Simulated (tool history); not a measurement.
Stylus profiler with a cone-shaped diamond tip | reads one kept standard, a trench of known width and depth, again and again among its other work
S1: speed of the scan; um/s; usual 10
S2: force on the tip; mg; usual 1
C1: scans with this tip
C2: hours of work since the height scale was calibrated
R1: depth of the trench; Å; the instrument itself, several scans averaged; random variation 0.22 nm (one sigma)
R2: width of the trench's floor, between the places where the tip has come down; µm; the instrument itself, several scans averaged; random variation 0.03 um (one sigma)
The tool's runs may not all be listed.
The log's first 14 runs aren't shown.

run	hour	S1	S2	C1	C2	R1	R2
15	196.3	10	1	2514	178	10039.3	15.89
16	208.4	10	0.74	2622	186	10028.4	15.92
17	220.1	10	1	2728	194	10043.5	15.87
18	229.3	10	1	2810	199	10037.2	15.87
19	241.8	10	1	2923	207	10037.6	15.82
20	250.9	10	1	3004	213	10038.4	15.9
21	263.6	10	1	3118	221	10034.1	15.86
22	278.5	10	1	3252	231	10032.9	15.74
23	288.5	10	0.37	3342	237	10014.1	15.68
24	305.4	4	1	3494	248	10036.1	15.72
25	319.1	24	2.67	3616	257	10080.2	15.61
26	327.5	24	0.41	3692	262	10012.1	15.46

Forecast run 27:
27	339.9	11	2.48	3804	270	?	?

R1: 10075.9 Å
R2: 15.65 µm
Without the tool's hidden state the same run would have given R1 10090.7 Å, R2 16.44 µm.
